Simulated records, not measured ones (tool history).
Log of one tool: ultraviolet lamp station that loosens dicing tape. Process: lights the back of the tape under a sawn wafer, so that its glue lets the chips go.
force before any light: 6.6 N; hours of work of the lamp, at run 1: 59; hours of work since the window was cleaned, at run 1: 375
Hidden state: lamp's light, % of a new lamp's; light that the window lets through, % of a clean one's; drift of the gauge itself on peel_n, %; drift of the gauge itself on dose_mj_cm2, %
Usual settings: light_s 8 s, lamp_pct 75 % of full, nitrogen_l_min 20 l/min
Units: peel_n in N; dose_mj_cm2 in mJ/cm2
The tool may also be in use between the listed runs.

| run | day | light_s | lamp_pct | nitrogen_l_min | hours of work of the lamp | hours of work since the window was cleaned | peel_n | dose_mj_cm2 |
|---|---|---|---|---|---|---|---|---|
| 1 | 0.000 | 8 | 75 | 20 | 59 | 375 | 0.707 | 181 |
| 2 | 0.296 | 8 | 75 | 20 | 62 | 378 | 0.736 | 178 |
| 3 | 0.658 | 8 | 75 | 20 | 66 | 381 | 0.727 | 175 |
| 4 | 1.154 | 8 | 75 | 20 | 71 | 386 | 0.716 | 173 |
| 5 | 1.508 | 8 | 75 | 20 | 75 | 390 | 0.715 | 173 |
| 6 | 2.100 | 8 | 75 | 20 | 81 | 396 | 0.745 | 171 |
| 7 | 2.638 | 8 | 75 | 20 | 86 | 402 | 0.719 | 168 |
| 8 | 2.904 | 8 | 75 | 20 | 89 | 404 | 0.728 | 173 |
| 9 | 3.279 | 8 | 75 | 20 | 93 | 408 | 0.739 | 171 |
| 10 | 3.867 | 8 | 60 | 20 | 99 | 414 | 1.131 | 138 |
| 11 | 4.317 | 4 | 75 | 20 | 104 | 419 | 2.050 | 84 |
| 12 | 4.704 | 6 | 75 | 20 | 108 | 423 | 1.261 | 129 |
| 13 | 5.296 | 6 | 70 | 20 | 114 | 429 | 1.435 | 117 |
| 14 | 5.829 | 8 | 75 | 20 | 119 | 434 | 0.770 | 165 |
| 15 | 6.117 | 8 | 75 | 20 | 122 | 437 | 0.767 | 169 |
| 16 | 6.562 | 8 | 75 | 20 | 127 | 442 | 0.768 | 170 |
| 17 | 7.167 | 8 | 75 | 20 | 133 | 448 | 0.809 | 163 |
| 18 | 7.767 | 8 | 75 | 20 | 139 | 454 | 0.784 | 166 |
| 19 | 8.288 | 8 | 75 | 20 | 144 | 460 | 0.818 | 166 |
| 20 | 8.838 | 8 | 75 | 20 | 150 | 465 | 0.811 | 165 |
| 21 | 9.112 | 8 | 96 | 20 | 153 | 468 | 0.514 | 210 |
|  | 9.408 | window cleaned of glue's vapour |
| 22 | 9.600 | 8 | 96 | 20 | 157 | 2 | 0.379 | 238 |
| 23 | 10.017 | 8 | 96 | 20 | 162 | 6 | 0.380 | 234 |
| 24 | 10.358 | 8 | 88 | 20 | 165 | 10 | 0.481 | 219 |
| 25 | 10.804 | 8 | 88 | 20 | 170 | 14 | 0.460 | 213 |
| 26 | 11.367 | 8 | 99 | 20 | 176 | 20 | 0.366 | 238 |
| 27 | 11.658 | 8 | 99 | 28 | 179 | 23 | 0.304 | 239 |
| 28 | 12.292 | 8 | 99 | 12 | 185 | 30 | 0.560 | 238 |
| 29 | 12.562 | 8 | 75 | 16 | 188 | 32 | 0.790 | 181 |
| 30 | 12.967 | 5 | 82 | 15 | 192 | 36 | 1.511 | 124 |
| 31 | 13.396 | 6 | 62 | 20 | 196 | 41 | 1.465 | 111 |
| 32 | 13.958 | 6 | 62 | 20 | 202 | 47 | 1.525 | 110 |
| 33 | 14.542 | 6 | 90 | 26 | 208 | 53 | 0.698 | 157 |
| 34 | 14.896 | 6 | 84 | 26 | 212 | 56 | 0.783 | 148 |
| 35 | 15.379 | 8 | 75 | 35 | 217 | 61 | 0.470 | 180 |
| 36 | 15.779 | 8 | 75 | 35 | 221 | 65 | 0.471 | 173 |
| 37 | 16.146 | 8 | 65 | 31 | 225 | 69 | 0.662 | 154 |
| 38 | 16.642 | 8 | 65 | 31 | 230 | 74 | 0.684 | 150 |
| 39 | 17.225 | 11 | 75 | 11 | 236 | 80 | 0.614 | 239 |
| 40 | 17.562 | 11 | 74 | 11 | 239 | 84 | 0.637 | 238 |
| 41 | 18.150 | 9 | 88 | 21 | 245 | 90 | 0.409 | 231 |
| 42 | 18.638 | 5 | 63 | 10 | 250 | 95 | 2.731 | 92 |
| 43 | 18.912 | 10 | 97 | 11 | 253 | 97 | 0.462 | 278 |

Measured less the same run without the tool's hidden state. The same run-to-run variation is in both; the gauge's scatter may not be:
| run | peel_n | dose_mj_cm2 |
|---|---|---|
| 1 | +0.187 | -29 |
| 2 | +0.194 | -30 |
| 3 | +0.194 | -30 |
| 4 | +0.198 | -32 |
| 5 | +0.201 | -32 |
| 6 | +0.214 | -33 |
| 7 | +0.213 | -34 |
| 8 | +0.219 | -34 |
| 9 | +0.224 | -34 |
| 10 | +0.317 | -29 |
| 11 | +0.422 | -18 |
| 12 | +0.352 | -27 |
| 13 | +0.393 | -27 |
| 14 | +0.258 | -38 |
| 15 | +0.259 | -39 |
| 16 | +0.260 | -40 |
| 17 | +0.279 | -41 |
| 18 | +0.278 | -41 |
| 19 | +0.296 | -42 |
| 20 | +0.290 | -43 |
| 21 | +0.193 | -56 |
| 22 | +0.068 | -25 |
| 23 | +0.069 | -26 |
| 24 | +0.091 | -25 |
| 25 | +0.094 | -25 |
| 26 | +0.074 | -30 |
| 27 | +0.055 | -31 |
| 28 | +0.123 | -32 |
| 29 | +0.170 | -25 |
| 30 | +0.265 | -17 |
| 31 | +0.266 | -16 |
| 32 | +0.285 | -16 |
| 33 | +0.172 | -24 |
| 34 | +0.193 | -24 |
| 35 | +0.122 | -29 |
| 36 | +0.127 | -30 |
| 37 | +0.182 | -26 |
| 38 | +0.190 | -27 |
| 39 | +0.177 | -44 |
| 40 | +0.184 | -44 |
| 41 | +0.117 | -44 |
| 42 | +0.439 | -18 |
| 43 | +0.140 | -56 |
